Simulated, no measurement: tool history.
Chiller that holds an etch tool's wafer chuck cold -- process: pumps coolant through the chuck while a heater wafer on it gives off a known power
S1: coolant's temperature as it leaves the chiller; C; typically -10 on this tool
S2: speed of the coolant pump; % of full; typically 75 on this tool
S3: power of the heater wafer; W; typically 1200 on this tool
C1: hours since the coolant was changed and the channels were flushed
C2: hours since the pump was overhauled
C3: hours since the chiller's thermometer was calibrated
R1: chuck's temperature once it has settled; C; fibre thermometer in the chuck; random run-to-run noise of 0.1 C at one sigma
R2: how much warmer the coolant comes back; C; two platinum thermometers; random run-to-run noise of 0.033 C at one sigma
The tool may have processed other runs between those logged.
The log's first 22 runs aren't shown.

run,hour,S1,S2,S3,C1,C2,C3,R1,R2
23,439,-2,75,1217,2454,1643,98,10.2,4.45
24,463.4,-17,72,1236,2479,1668,123,-4,4.74
25,483,-17,72,1236,2498,1687,142,-4,4.71
26,507.1,-1,62,1200,2522,1711,166,13.6,5.49
27,527,-6,75,881,2542,1731,186,2.9,3.31
28,546.9,-6,75,881,2562,1751,206,3.1,3.21
29,563.3,-12,75,915,2579,1768,223,-2.6,3.4
30,584.2,-17,98,872,2599,1789,243,-10.2,2.43
31,600.2,-3,71,1520,2615,1805,260,13.3,5.98

Alternative continuations, all from the tool just after run 31; predict every row:
A,616.5,-16,76,862,2632,1821,276,?,?
B,616.5,-3,67,1520,2632,1821,276,?,?
C,616.5,-6,71,1520,2632,1821,276,?,?
D,616.5,-10,75,611,2632,1821,276,?,?

run,R1,R2
A,-7.2,3.12
B,14.3,6.39
C,10.4,5.95
D,-3.8,2.2
What these runs would have given with no unlogged condition in the tool:
run,R1,R2
A,-8.3,2.96
B,12.2,6.05
C,8.5,5.64
D,-4.6,2.09
